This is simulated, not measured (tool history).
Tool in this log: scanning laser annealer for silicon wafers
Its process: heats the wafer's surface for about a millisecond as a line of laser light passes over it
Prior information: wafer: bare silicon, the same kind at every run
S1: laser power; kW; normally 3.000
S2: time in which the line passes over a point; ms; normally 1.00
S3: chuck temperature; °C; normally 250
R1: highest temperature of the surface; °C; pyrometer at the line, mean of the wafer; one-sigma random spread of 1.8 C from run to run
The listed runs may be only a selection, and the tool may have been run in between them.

{"run": 1, "hour": 0.0, "S1": 3.0, "S2": 1.0, "S3": 250, "R1": 964}
{"run": 2, "hour": 10.5, "S1": 3.0, "S2": 1.0, "S3": 250, "R1": 962}
{"run": 3, "hour": 23.2, "S1": 3.0, "S2": 1.0, "S3": 250, "R1": 965}
{"run": 4, "hour": 31.0, "S1": 3.0, "S2": 1.0, "S3": 250, "R1": 967}
{"run": 5, "hour": 44.8, "S1": 3.0, "S2": 1.0, "S3": 250, "R1": 963}
{"run": 6, "hour": 57.4, "S1": 3.0, "S2": 1.0, "S3": 250, "R1": 967}
{"run": 7, "hour": 67.0, "S1": 3.0, "S2": 1.0, "S3": 250, "R1": 965}
{"run": 8, "hour": 79.3, "S1": 3.0, "S2": 1.0, "S3": 250, "R1": 968}
{"run": 9, "hour": 93.5, "S1": 3.0, "S2": 1.0, "S3": 250, "R1": 964}
{"run": 10, "hour": 102.8, "S1": 3.0, "S2": 1.0, "S3": 250, "R1": 966}
{"run": 11, "hour": 111.3, "S1": 3.0, "S2": 1.0, "S3": 250, "R1": 968}
{"run": 12, "hour": 123.3, "S1": 3.0, "S2": 1.0, "S3": 250, "R1": 966}
{"run": 13, "hour": 133.3, "S1": 3.0, "S2": 1.0, "S3": 250, "R1": 965}
{"hour": 137.1, "done": "window over the wafer cleaned"}
{"run": 14, "hour": 144.4, "S1": 3.0, "S2": 1.08, "S3": 250, "R1": 992}
{"run": 15, "hour": 155.9, "S1": 3.116, "S2": 1.01, "S3": 285, "R1": 1035}
{"run": 16, "hour": 171.3, "S1": 3.0, "S2": 1.0, "S3": 213, "R1": 930}
{"run": 17, "hour": 186.2, "S1": 3.136, "S2": 1.13, "S3": 250, "R1": 1052}
{"run": 18, "hour": 196.2, "S1": 3.136, "S2": 0.94, "S3": 228, "R1": 952}
{"run": 19, "hour": 206.5, "S1": 2.978, "S2": 0.74, "S3": 228, "R1": 835}
{"run": 20, "hour": 222.1, "S1": 3.199, "S2": 0.97, "S3": 228, "R1": 983}
{"run": 21, "hour": 233.8, "S1": 3.199, "S2": 0.99, "S3": 240, "R1": 1002}
{"run": 22, "hour": 247.0, "S1": 3.01, "S2": 1.14, "S3": 269, "R1": 1039}
{"run": 23, "hour": 261.9, "S1": 3.01, "S2": 1.14, "S3": 269, "R1": 1038}
{"run": 24, "hour": 272.8, "S1": 3.01, "S2": 1.14, "S3": 269, "R1": 1037}
{"run": 25, "hour": 286.8, "S1": 3.01, "S2": 0.83, "S3": 245, "R1": 896}
{"run": 26, "hour": 295.6, "S1": 3.01, "S2": 0.83, "S3": 245, "R1": 895}

What will run 27 give?
{"run": 27, "hour": 307.2, "S1": 3.0, "S2": 1.05, "S3": 246, "R1": "?"}

R1: 980 °C
Minus the tool's unlogged condition, the same run would have read R1 980 °C.
